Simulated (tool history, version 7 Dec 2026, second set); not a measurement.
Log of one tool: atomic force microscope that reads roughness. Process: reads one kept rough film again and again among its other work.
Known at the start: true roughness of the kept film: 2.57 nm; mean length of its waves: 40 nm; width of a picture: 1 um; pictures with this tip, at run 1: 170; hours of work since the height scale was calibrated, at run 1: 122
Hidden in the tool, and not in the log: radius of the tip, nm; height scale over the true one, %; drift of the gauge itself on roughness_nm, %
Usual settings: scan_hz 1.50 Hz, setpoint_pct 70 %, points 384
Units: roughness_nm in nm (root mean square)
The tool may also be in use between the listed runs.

| run | hour | scan_hz | setpoint_pct | points | pictures with this tip | hours of work since the height scale was calibrated | roughness_nm |
|---|---|---|---|---|---|---|---|
| 1 | 0.0 | 1.50 | 70 | 384 | 170 | 122 | 2.206 |
| 2 | 17.9 | 1.50 | 70 | 435 | 210 | 136 | 2.177 |
| 3 | 38.7 | 1.50 | 70 | 435 | 257 | 152 | 2.142 |
|  | 47.5 | new tip fitted |
| 4 | 55.6 | 1.50 | 70 | 269 | 18 | 165 | 2.321 |
| 5 | 77.6 | 1.50 | 70 | 665 | 67 | 182 | 2.282 |
| 6 | 95.3 | 1.50 | 70 | 665 | 107 | 195 | 2.271 |
| 7 | 114.5 | 1.50 | 70 | 665 | 150 | 210 | 2.228 |
| 8 | 125.6 | 1.50 | 70 | 301 | 175 | 219 | 2.188 |
| 9 | 137.9 | 1.50 | 77 | 301 | 202 | 228 | 2.141 |
| 10 | 152.9 | 1.50 | 77 | 301 | 236 | 240 | 2.100 |
| 11 | 165.2 | 1.50 | 62 | 384 | 264 | 249 | 2.202 |
|  | 170.0 | new tip fitted |
| 12 | 176.7 | 1.50 | 62 | 384 | 16 | 258 | 2.380 |
| 13 | 188.7 | 1.50 | 62 | 384 | 42 | 267 | 2.377 |
| 14 | 202.3 | 1.50 | 62 | 384 | 73 | 278 | 2.332 |
| 15 | 220.4 | 1.11 | 62 | 384 | 114 | 292 | 2.336 |
| 16 | 236.6 | 1.11 | 62 | 384 | 150 | 304 | 2.285 |
| 17 | 246.2 | 1.50 | 70 | 384 | 171 | 311 | 2.203 |
| 18 | 266.6 | 0.56 | 70 | 384 | 217 | 327 | 2.254 |
| 19 | 280.1 | 0.56 | 70 | 384 | 248 | 338 | 2.218 |
|  | 291.7 | new tip fitted |
| 20 | 293.5 | 1.12 | 70 | 384 | 4 | 348 | 2.378 |
| 21 | 314.9 | 1.50 | 70 | 384 | 52 | 364 | 2.328 |
| 22 | 326.8 | 1.50 | 70 | 384 | 78 | 373 | 2.268 |
| 23 | 348.6 | 1.50 | 70 | 384 | 127 | 390 | 2.218 |
| 24 | 370.4 | 3.70 | 70 | 384 | 176 | 407 | 2.051 |
| 25 | 386.2 | 1.50 | 70 | 384 | 212 | 419 | 2.170 |
| 26 | 403.2 | 1.50 | 70 | 384 | 250 | 432 | 2.135 |
|  | 413.8 | new tip fitted |
| 27 | 418.4 | 2.12 | 77 | 445 | 10 | 443 | 2.239 |
| 28 | 428.5 | 3.21 | 56 | 300 | 33 | 451 | 2.336 |
| 29 | 444.7 | 0.54 | 61 | 384 | 69 | 464 | 2.407 |
| 30 | 453.8 | 2.41 | 61 | 423 | 89 | 471 | 2.293 |
| 31 | 469.0 | 2.41 | 61 | 423 | 123 | 483 | 2.239 |
| 32 | 485.4 | 2.41 | 61 | 423 | 160 | 495 | 2.215 |
| 33 | 500.9 | 1.55 | 67 | 562 | 195 | 507 | 2.225 |
| 34 | 513.3 | 1.55 | 67 | 562 | 223 | 517 | 2.193 |
| 35 | 532.9 | 0.95 | 71 | 384 | 267 | 532 | 2.181 |
|  | 536.0 | new tip fitted |
| 36 | 554.9 | 0.95 | 56 | 902 | 42 | 548 | 2.432 |
| 37 | 576.0 | 0.95 | 56 | 902 | 90 | 565 | 2.379 |
| 38 | 592.2 | 1.71 | 58 | 384 | 126 | 577 | 2.290 |
| 39 | 608.2 | 1.71 | 58 | 384 | 162 | 590 | 2.267 |
| 40 | 627.6 | 1.56 | 67 | 636 | 206 | 605 | 2.192 |
| 41 | 638.5 | 2.72 | 67 | 636 | 230 | 613 | 2.135 |
| 42 | 651.4 | 2.72 | 67 | 636 | 259 | 623 | 2.108 |
|  | 658.3 | new tip fitted |
| 43 | 673.3 | 0.76 | 70 | 621 | 34 | 639 | 2.405 |
| 44 | 691.6 | 0.76 | 70 | 621 | 75 | 654 | 2.358 |
| 45 | 706.0 | 1.93 | 79 | 299 | 108 | 665 | 2.163 |
| 46 | 724.1 | 2.10 | 76 | 949 | 148 | 679 | 2.148 |
| 47 | 734.8 | 0.61 | 76 | 985 | 172 | 687 | 2.257 |
| 48 | 746.5 | 1.54 | 68 | 263 | 198 | 696 | 2.186 |
| 49 | 763.9 | 1.54 | 68 | 263 | 237 | 709 | 2.154 |
| 50 | 776.3 | 1.56 | 73 | 331 | 265 | 719 | 2.110 |
|  | 779.7 | new tip fitted |
| 51 | 799.1 | 2.11 | 88 | 938 | 43 | 736 | 2.084 |
| 52 | 816.1 | 2.11 | 60 | 938 | 82 | 749 | 2.342 |

3 ways to go on from here, each from the tool as it stands after run 52. What would each give?
| A | 828.2 | 2.11 | 87 | 824 | 109 | 759 | ? |
| B | 828.2 | 1.18 | 60 | 938 | 109 | 759 | ? |
| C | 828.2 | 3.94 | 81 | 573 | 109 | 759 | ? |

| run | roughness_nm |
|---|---|
| A | 2.045 |
| B | 2.343 |
| C | 1.926 |
Without the tool's hidden state the same runs would have given:
| run | roughness_nm |
|---|---|
| A | 2.120 |
| B | 2.430 |
| C | 1.997 |

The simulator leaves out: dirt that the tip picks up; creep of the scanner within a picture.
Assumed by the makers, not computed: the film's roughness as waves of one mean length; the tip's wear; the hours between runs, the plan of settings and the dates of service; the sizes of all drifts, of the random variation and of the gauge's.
